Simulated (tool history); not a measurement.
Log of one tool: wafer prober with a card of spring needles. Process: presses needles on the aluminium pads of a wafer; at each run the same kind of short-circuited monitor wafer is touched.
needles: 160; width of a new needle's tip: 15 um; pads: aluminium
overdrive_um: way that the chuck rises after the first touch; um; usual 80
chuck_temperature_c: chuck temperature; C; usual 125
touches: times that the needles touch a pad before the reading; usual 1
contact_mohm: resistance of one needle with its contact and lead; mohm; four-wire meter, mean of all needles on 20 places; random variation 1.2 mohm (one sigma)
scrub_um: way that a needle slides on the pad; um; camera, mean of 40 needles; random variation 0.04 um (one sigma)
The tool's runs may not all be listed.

run	day	overdrive_um	chuck_temperature_c	touches	contact_mohm	scrub_um
1	0	80	125	1	242	11.19
# day 0.275: tips cleaned on abrasive film
# day 0.288: height of the first contact set anew
# day 0.65: tips cleaned on abrasive film
# day 1.012: tips cleaned on abrasive film
2	1.283	92	125	1	244	12.97
# day 1.467: tips cleaned on abrasive film
# day 1.921: tips cleaned on abrasive film
# day 2.283: tips cleaned on abrasive film
# day 2.738: tips cleaned on abrasive film
# day 3.192: tips cleaned on abrasive film
# day 3.554: tips cleaned on abrasive film
# day 3.929: tips cleaned on abrasive film
3	3.929	92	125	1	243	12.91
# day 4.383: tips cleaned on abrasive film
# day 4.746: tips cleaned on abrasive film
# day 5.2: tips cleaned on abrasive film
# day 5.654: tips cleaned on abrasive film
4	5.854	80	125	2	243	11.19
# day 6.038: tips cleaned on abrasive film
# day 6.4: tips cleaned on abrasive film
# day 6.762: tips cleaned on abrasive film
# day 7.217: tips cleaned on abrasive film
# day 7.579: tips cleaned on abrasive film
# day 7.942: tips cleaned on abrasive film
5	8.242	80	125	2	244	11.24
# day 8.338: tips cleaned on abrasive film
# day 8.792: tips cleaned on abrasive film
# day 9.242: tips cleaned on abrasive film
# day 9.696: tips cleaned on abrasive film
6	9.7	80	125	2	243	11.27
# day 10.15: tips cleaned on abrasive film
# day 10.512: tips cleaned on abrasive film
# day 10.967: tips cleaned on abrasive film
# day 11.421: tips cleaned on abrasive film
# day 11.875: tips cleaned on abrasive film
7	12.162	80	125	1	244	11.21
# day 12.258: tips cleaned on abrasive film
# day 12.621: tips cleaned on abrasive film
# day 12.983: tips cleaned on abrasive film
# day 13.438: tips cleaned on abrasive film
8	13.771	80	125	1	243	11.23
# day 13.862: tips cleaned on abrasive film
# day 14.225: tips cleaned on abrasive film
# day 14.592: tips cleaned on abrasive film
# day 14.988: tips cleaned on abrasive film
9	14.988	80	125	1	245	11.21
# day 15.442: tips cleaned on abrasive film
# day 15.804: tips cleaned on abrasive film
# day 16.167: tips cleaned on abrasive film
10	16.512	80	125	1	244	11.18
# day 16.608: tips cleaned on abrasive film
# day 16.971: tips cleaned on abrasive film
# day 17.333: tips cleaned on abrasive film
# day 17.788: tips cleaned on abrasive film
# day 18.167: tips cleaned on abrasive film
11	18.167	72	44	1	226	10.09
# day 18.529: tips cleaned on abrasive film
# day 18.892: tips cleaned on abrasive film
# day 19.258: tips cleaned on abrasive film
# day 19.621: tips cleaned on abrasive film
# day 20.075: tips cleaned on abrasive film
# day 20.529: tips cleaned on abrasive film
# day 20.892: tips cleaned on abrasive film
12	20.938	72	44	1	227	10.09
# day 21.3: tips cleaned on abrasive film
# day 21.662: tips cleaned on abrasive film
# day 22.117: tips cleaned on abrasive film
13	22.429	72	44	2	225	10.02
# day 22.525: tips cleaned on abrasive film
# day 22.538: height of the first contact set anew
# day 22.9: tips cleaned on abrasive film
# day 23.262: tips cleaned on abrasive film
# day 23.629: tips cleaned on abrasive film
# day 24.079: tips cleaned on abrasive film
# day 24.533: tips cleaned on abrasive film
# day 24.9: tips cleaned on abrasive film
14	25.258	97	44	2	223	13.55
# day 25.35: tips cleaned on abrasive film
# day 25.804: tips cleaned on abrasive film
# day 26.258: tips cleaned on abrasive film
# day 26.621: tips cleaned on abrasive film
# day 27.075: tips cleaned on abrasive film
# day 27.529: tips cleaned on abrasive film
15	27.554	97	44	2	226	13.61
# day 27.917: tips cleaned on abrasive film
# day 28.371: tips cleaned on abrasive film
# day 28.733: tips cleaned on abrasive film
# day 29.138: tips cleaned on abrasive film
16	29.138	80	44	3	225	11.19
# day 29.5: tips cleaned on abrasive film
# day 29.862: tips cleaned on abrasive film
# day 30.317: tips cleaned on abrasive film
# day 30.679: tips cleaned on abrasive film
# day 31.133: tips cleaned on abrasive film
# day 31.588: tips cleaned on abrasive film
17	31.838	80	44	3	227	11.32

5 ways to go on from here, each from the tool as it stands after run 17. What would each give?
# day 32.021: tips cleaned on abrasive film
# day 32.388: tips cleaned on abrasive film
# day 32.838: tips cleaned on abrasive film
A	33.025	72	123	1	?	?
# day 32.021: tips cleaned on abrasive film
# day 32.388: tips cleaned on abrasive film
# day 32.838: tips cleaned on abrasive film
B	33.025	80	39	3	?	?
# day 32.021: tips cleaned on abrasive film
# day 32.388: tips cleaned on abrasive film
# day 32.838: tips cleaned on abrasive film
C	33.025	92	40	1	?	?
# day 32.021: tips cleaned on abrasive film
# day 32.388: tips cleaned on abrasive film
# day 32.838: tips cleaned on abrasive film
D	33.025	70	125	3	?	?
# day 32.021: tips cleaned on abrasive film
# day 32.388: tips cleaned on abrasive film
# day 32.838: tips cleaned on abrasive film
E	33.025	80	44	2	?	?

run	contact_mohm	scrub_um
A	246	10.1
B	225	11.16
C	224	12.92
D	247	9.84
E	226	11.19
Without the tool's hidden state the same runs would have given:
run	contact_mohm	scrub_um
A	242	10.11
B	222	11.17
C	221	12.93
D	244	9.85
E	223	11.2
